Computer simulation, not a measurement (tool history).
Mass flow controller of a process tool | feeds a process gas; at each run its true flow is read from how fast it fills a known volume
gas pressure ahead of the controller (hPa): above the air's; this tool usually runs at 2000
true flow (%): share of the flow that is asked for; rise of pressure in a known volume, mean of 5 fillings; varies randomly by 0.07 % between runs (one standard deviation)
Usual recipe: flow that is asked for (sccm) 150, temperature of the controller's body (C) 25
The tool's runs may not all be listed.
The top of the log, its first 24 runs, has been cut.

run,day,flow that is asked for (sccm),gas pressure ahead of the controller (hPa),temperature of the controller's body (C),hours of work since the controller was set to zero,hours of work since the controller was changed,true flow (%)
25,303.400,150,2000,25,746,746,100.02
26,313.425,66,2240,25,879,879,99.68
27,323.346,66,1620,25,1012,1012,99.39
28,337.717,229,1620,35,1203,1203,101.24
29,345.788,150,2440,25,1311,1311,100.41
30,355.150,496,2000,21,1435,1435,101.65
31,371.062,492,2060,25,1647,1647,102.22
32,387.362,284,1430,24,1865,1865,100.84
33,397.592,413,2350,24,2001,2001,102.04
34,407.967,365,2000,22,2139,2139,101.38

The next listed run, before its measurement:
35,418.138,476,2410,38,2275,2275,?

true flow (%): 103.64
Without the tool's hidden state the same run would have given true flow (%) 101.18.
